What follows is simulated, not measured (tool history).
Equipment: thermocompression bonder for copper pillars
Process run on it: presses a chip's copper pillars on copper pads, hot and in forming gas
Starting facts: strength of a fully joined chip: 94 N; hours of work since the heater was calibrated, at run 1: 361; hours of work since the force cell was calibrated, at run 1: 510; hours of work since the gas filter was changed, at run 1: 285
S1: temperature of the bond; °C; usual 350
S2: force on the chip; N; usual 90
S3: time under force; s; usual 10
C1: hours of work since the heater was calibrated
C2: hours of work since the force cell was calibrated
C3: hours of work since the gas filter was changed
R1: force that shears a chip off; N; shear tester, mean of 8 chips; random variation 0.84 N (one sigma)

{"run": 1, "hour": 0.0, "S1": 350, "S2": 90, "S3": 10, "C1": 361, "C2": 510, "C3": 285, "R1": 68.4}
{"run": 2, "hour": 22.1, "S1": 350, "S2": 90, "S3": 10, "C1": 373, "C2": 522, "C3": 297, "R1": 69.7}
{"hour": 25.9, "done": "forming gas filter changed"}
{"run": 3, "hour": 35.3, "S1": 353, "S2": 90, "S3": 10, "C1": 380, "C2": 529, "C3": 5, "R1": 69.5}
{"run": 4, "hour": 50.7, "S1": 350, "S2": 82, "S3": 10, "C1": 388, "C2": 537, "C3": 13, "R1": 68.0}
{"run": 5, "hour": 62.6, "S1": 350, "S2": 82, "S3": 10, "C1": 395, "C2": 544, "C3": 20, "R1": 65.9}
{"run": 6, "hour": 79.6, "S1": 321, "S2": 90, "S3": 10, "C1": 404, "C2": 553, "C3": 29, "R1": 57.8}
{"run": 7, "hour": 101.5, "S1": 321, "S2": 90, "S3": 10, "C1": 416, "C2": 565, "C3": 41, "R1": 59.7}
{"run": 8, "hour": 116.4, "S1": 350, "S2": 90, "S3": 10, "C1": 424, "C2": 573, "C3": 49, "R1": 68.1}
{"run": 9, "hour": 144.0, "S1": 350, "S2": 90, "S3": 10, "C1": 439, "C2": 588, "C3": 64, "R1": 67.9}
{"run": 10, "hour": 155.4, "S1": 350, "S2": 90, "S3": 10, "C1": 445, "C2": 594, "C3": 70, "R1": 68.1}
{"run": 11, "hour": 179.2, "S1": 350, "S2": 90, "S3": 10, "C1": 458, "C2": 607, "C3": 83, "R1": 68.5}
{"run": 12, "hour": 202.0, "S1": 350, "S2": 133, "S3": 10, "C1": 470, "C2": 619, "C3": 96, "R1": 77.6}
{"run": 13, "hour": 216.1, "S1": 350, "S2": 90, "S3": 10, "C1": 478, "C2": 627, "C3": 103, "R1": 68.5}
{"run": 14, "hour": 232.5, "S1": 335, "S2": 90, "S3": 10, "C1": 487, "C2": 636, "C3": 112, "R1": 64.3}
{"run": 15, "hour": 252.2, "S1": 350, "S2": 79, "S3": 10, "C1": 498, "C2": 646, "C3": 123, "R1": 67.0}
{"run": 16, "hour": 272.7, "S1": 350, "S2": 79, "S3": 10, "C1": 509, "C2": 657, "C3": 134, "R1": 66.8}
{"run": 17, "hour": 293.4, "S1": 350, "S2": 79, "S3": 10, "C1": 520, "C2": 669, "C3": 145, "R1": 68.1}
{"run": 18, "hour": 309.1, "S1": 350, "S2": 79, "S3": 10, "C1": 528, "C2": 677, "C3": 154, "R1": 66.4}
{"run": 19, "hour": 329.3, "S1": 350, "S2": 90, "S3": 10, "C1": 539, "C2": 688, "C3": 165, "R1": 69.1}
{"run": 20, "hour": 355.5, "S1": 350, "S2": 90, "S3": 8, "C1": 554, "C2": 702, "C3": 179, "R1": 64.9}
{"run": 21, "hour": 372.3, "S1": 350, "S2": 102, "S3": 10, "C1": 563, "C2": 712, "C3": 188, "R1": 71.7}
{"run": 22, "hour": 397.2, "S1": 340, "S2": 96, "S3": 13, "C1": 576, "C2": 725, "C3": 201, "R1": 71.8}
{"hour": 407.8, "done": "heater calibrated with a thermocouple chip"}
{"run": 23, "hour": 419.3, "S1": 340, "S2": 96, "S3": 11, "C1": 6, "C2": 736, "C3": 212, "R1": 69.0}
{"run": 24, "hour": 445.3, "S1": 340, "S2": 96, "S3": 11, "C1": 20, "C2": 750, "C3": 226, "R1": 69.4}
{"run": 25, "hour": 465.9, "S1": 350, "S2": 73, "S3": 6, "C1": 32, "C2": 761, "C3": 238, "R1": 54.8}
{"run": 26, "hour": 482.3, "S1": 333, "S2": 80, "S3": 10, "C1": 40, "C2": 770, "C3": 246, "R1": 59.7}
{"run": 27, "hour": 503.3, "S1": 348, "S2": 56, "S3": 7, "C1": 52, "C2": 781, "C3": 258, "R1": 50.8}
{"run": 28, "hour": 519.1, "S1": 367, "S2": 81, "S3": 6, "C1": 60, "C2": 790, "C3": 266, "R1": 64.8}
{"run": 29, "hour": 544.6, "S1": 379, "S2": 71, "S3": 26, "C1": 74, "C2": 804, "C3": 280, "R1": 86.1}
{"run": 30, "hour": 565.5, "S1": 379, "S2": 71, "S3": 26, "C1": 86, "C2": 815, "C3": 292, "R1": 86.2}
{"hour": 577.6, "done": "forming gas filter changed"}
{"run": 31, "hour": 577.6, "S1": 370, "S2": 90, "S3": 21, "C1": 92, "C2": 822, "C3": 0, "R1": 84.8}
{"run": 32, "hour": 605.5, "S1": 370, "S2": 120, "S3": 14, "C1": 107, "C2": 837, "C3": 15, "R1": 84.8}
{"run": 33, "hour": 621.9, "S1": 370, "S2": 120, "S3": 14, "C1": 116, "C2": 846, "C3": 24, "R1": 85.0}
{"run": 34, "hour": 636.3, "S1": 365, "S2": 64, "S3": 16, "C1": 124, "C2": 853, "C3": 32, "R1": 74.6}
{"run": 35, "hour": 649.8, "S1": 365, "S2": 64, "S3": 16, "C1": 131, "C2": 861, "C3": 39, "R1": 72.8}
{"run": 36, "hour": 676.3, "S1": 362, "S2": 68, "S3": 10, "C1": 145, "C2": 875, "C3": 54, "R1": 66.6}
{"run": 37, "hour": 688.5, "S1": 360, "S2": 125, "S3": 10, "C1": 152, "C2": 882, "C3": 60, "R1": 79.1}
{"run": 38, "hour": 700.0, "S1": 357, "S2": 125, "S3": 8, "C1": 158, "C2": 888, "C3": 66, "R1": 76.2}
{"run": 39, "hour": 726.1, "S1": 357, "S2": 125, "S3": 8, "C1": 172, "C2": 902, "C3": 81, "R1": 74.3}
{"run": 40, "hour": 747.4, "S1": 357, "S2": 125, "S3": 8, "C1": 184, "C2": 914, "C3": 92, "R1": 75.6}
{"run": 41, "hour": 774.9, "S1": 357, "S2": 125, "S3": 8, "C1": 199, "C2": 929, "C3": 107, "R1": 74.7}

Below are 3 alternative next runs, each starting from the tool's condition after run 41. Predict each:
{"run": "A", "hour": 797.7, "S1": 344, "S2": 125, "S3": 8, "C1": 211, "C2": 941, "C3": 119, "R1": "?"}
{"run": "B", "hour": 797.7, "S1": 352, "S2": 94, "S3": 6, "C1": 211, "C2": 941, "C3": 119, "R1": "?"}
{"run": "C", "hour": 797.7, "S1": 350, "S2": 90, "S3": 25, "C1": 211, "C2": 941, "C3": 119, "R1": "?"}

run=A R1=70.4
run=B R1=62.2
run=C R1=81.0
Without the tool's unlogged condition, the same runs would have read:
run=A R1=70.5
run=B R1=62.2
run=C R1=81.1
